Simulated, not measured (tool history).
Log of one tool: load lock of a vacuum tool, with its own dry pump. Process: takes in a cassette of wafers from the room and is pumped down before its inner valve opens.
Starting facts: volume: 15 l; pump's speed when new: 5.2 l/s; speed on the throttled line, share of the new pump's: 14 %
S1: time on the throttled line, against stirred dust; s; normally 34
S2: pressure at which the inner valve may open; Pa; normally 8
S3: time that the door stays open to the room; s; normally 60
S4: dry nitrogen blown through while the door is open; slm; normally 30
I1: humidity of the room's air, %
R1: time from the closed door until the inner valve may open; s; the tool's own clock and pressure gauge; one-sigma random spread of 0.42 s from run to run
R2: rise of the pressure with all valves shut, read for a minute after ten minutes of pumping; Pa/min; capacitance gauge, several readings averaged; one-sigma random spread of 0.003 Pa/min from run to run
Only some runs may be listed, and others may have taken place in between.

run	hour	S1	S2	S3	S4	I1	R1	R2
1	0	34	8	60	30	47.1	58	0.103
2	114.3	34	8	60	30	47.5	58.2	0.102
3	212.7	34	8	60	30	52.4	58.6	0.119
4	284.3	34	8	60	30	45.7	57.6	0.12
5	447	34	8	60	30	49.6	58.1	0.123
6	557.4	34	8	60	30	45.4	57.6	0.125
7	634.2	34	8	60	30	44.8	57.8	0.121
8	758.9	34	8	60	30	46.5	58.5	0.13
9	848.9	34	8	60	30	44.8	58	0.131
10	981.4	34	8	60	30	48.7	57.7	0.138
11	1150.2	34	8	60	30	45.4	57.8	0.145
12	1275.3	34	8	60	30	45.7	58.1	0.145
13	1374.5	34	8	60	30	43.3	58.5	0.149
14	1487.1	34	8	60	30	42.5	58.5	0.154
15	1605.2	34	8	60	30	41.5	58.5	0.158
16	1716.1	34	8	60	30	46.4	57.7	0.162
17	1827.1	26	8	60	21	44.6	51.9	0.173
18	1920	26	8	60	6	46.3	51.9	0.205
19	2089.3	44	12	55	34	46	66.3	0.166
20	2212.7	44	12	55	34	45	66.4	0.169
21	2373.7	19	7	234	18	45.4	45.9	0.247
22	2466.9	61	8	60	13	44.7	80.9	0.201
23	2606.6	61	8	60	13	45.3	80.3	0.207
24	2677.8	34	8	60	6	44.2	58.1	0.233
25	2834.9	25	9	147	30	47.3	50.6	0.223
26	2958.5	25	9	147	30	45.1	50.6	0.222
27	3113.7	59	11	62	27	43.7	78.2	0.211
28	3264.7	26	8	46	30	48.9	51.5	0.223
29	3396.6	40	9	235	32	41.5	62.5	0.255
30	3523.8	35	9	72	10	43.8	59.5	0.266
31	3640.5	35	9	72	10	40.7	58.6	0.265
32	3720.6	35	9	72	10	46.5	58.6	0.275

4 options for the next run, each taken on its own from the tool as it stands now. Forecast them:
A	3813.1	34	8	72	7	45.2	?	?
B	3813.1	23	8	60	30	47.5	?	?
C	3813.1	34	8	32	27	46.4	?	?
D	3813.1	35	15	72	10	44.9	?	?

run	R1	R2
A	59.4	0.287
B	48.8	0.251
C	59.6	0.239
D	57.9	0.282
Without the tool's unlogged condition, the same runs would have read:
run	R1	R2
A	57	0.082
B	46.3	0.041
C	57.1	0.032
D	55.7	0.072
